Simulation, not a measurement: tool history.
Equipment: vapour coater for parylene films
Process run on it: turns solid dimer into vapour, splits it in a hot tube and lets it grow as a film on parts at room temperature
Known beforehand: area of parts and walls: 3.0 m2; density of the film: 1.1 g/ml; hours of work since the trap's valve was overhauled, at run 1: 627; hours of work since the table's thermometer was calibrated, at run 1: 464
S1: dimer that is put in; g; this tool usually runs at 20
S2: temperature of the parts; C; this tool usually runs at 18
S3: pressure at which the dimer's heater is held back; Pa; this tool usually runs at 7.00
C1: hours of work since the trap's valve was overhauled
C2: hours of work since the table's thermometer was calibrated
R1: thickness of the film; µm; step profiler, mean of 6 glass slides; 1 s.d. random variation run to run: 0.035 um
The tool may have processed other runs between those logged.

run   hour  S1  S2    S3   C1    C2    R1
  1    0.0  20  18  7.00  627   464  3.77
  2   13.0  20  21  7.00  638   476  3.33
  3   29.4  20  21  7.00  653   490  3.24
  4   46.5  20  21  7.00  668   505  3.26
      64.9  -- trap's valve overhauled
  5   66.4  20  21  7.00    1   519  3.51
  6   74.7  20  21  7.00    9   526  3.57
  7   88.3  20  21  7.00   21   538  3.46
  8  102.5  12  18  7.00   33   551  2.39
  9  112.0  31  18  7.00   41   559  6.21
 10  130.3  31  18  7.00   57   575  6.10
 11  147.5  31  18  7.00   72   590  6.15
 12  159.6  31  18  7.00   83   601  6.11
 13  169.3  31  19  7.00   92   609  5.88
 14  185.6  20  18  7.00  106   624  3.93
 15  201.5  20  18  7.00  120   637  3.93
 16  210.0  20  18  7.00  127   645  3.95
 17  221.7  20  18  3.63  138   655  4.12
 18  233.3  20  18  3.63  148   665  4.05
 19  242.1  28  18  7.00  155   673  5.50
 20  255.3  28  18  7.00  167   685  5.51
 21  271.7  28  18  7.00  181   699  5.44
 22  285.4  20  30  7.00  193   711  2.32
 23  296.7  20  30  7.00  203   721  2.33
 24  312.8  20  30  7.00  218   735  2.36
 25  327.8   9  13  4.90  231   748  2.25
 26  345.1  27  18  9.28  246   763  5.20
 27  355.7  27  18  9.28  255   773  5.17
 28  373.7  27  18  9.28  271   788  5.13
 29  383.4  27  18  9.28  279   797  5.17
 30  396.3  27  18  9.28  291   808  5.14
 31  410.9  27  18  9.28  304   821  5.14
 32  420.0  18  14  2.17  312   829  4.51
 33  439.6  18  17  7.00  329   846  3.66
 34  455.4  15  16  7.44  343   860  3.19
 35  465.0   9  13  7.00  351   869  2.18
 36  478.2   9  13  7.00  363   880  2.20
 37  495.2  22  15  7.00  378   895  4.88
 38  505.3  22  15  8.63  386   904  4.87
 39  523.6  22  15  4.84  402   920  4.94
 40  542.6  15  29  8.98  419   937  1.77
 41  557.9  15  29  8.45  433   950  1.82
 42  570.6  20  13  8.76  444   961  4.62
 43  587.3  26  14  6.11  458   976  5.93
 44  602.4  17  23  2.11  472   989  2.83
 45  617.5  17  23  2.11  485  1002  2.86
 46  636.2  22  29  2.46  501  1019  2.79
 47  652.9  31  18  2.29  516  1033  6.42

Below are 4 alternative next runs, each starting from the tool's condition after run 47. Predict each:
  A  670.7  11  12  6.54  532  1049   ?
  B  670.7  19  18  8.98  532  1049   ?
  C  670.7  30  16  7.00  532  1049   ?
  D  670.7  23  18  5.74  532  1049   ?

run    R1
  A  2.70
  B  3.56
  C  6.24
  D  4.38
Stripped of hidden state, with their random variation kept, the same runs would have yielded:
run    R1
  A  2.82
  B  3.71
  C  6.50
  D  4.56

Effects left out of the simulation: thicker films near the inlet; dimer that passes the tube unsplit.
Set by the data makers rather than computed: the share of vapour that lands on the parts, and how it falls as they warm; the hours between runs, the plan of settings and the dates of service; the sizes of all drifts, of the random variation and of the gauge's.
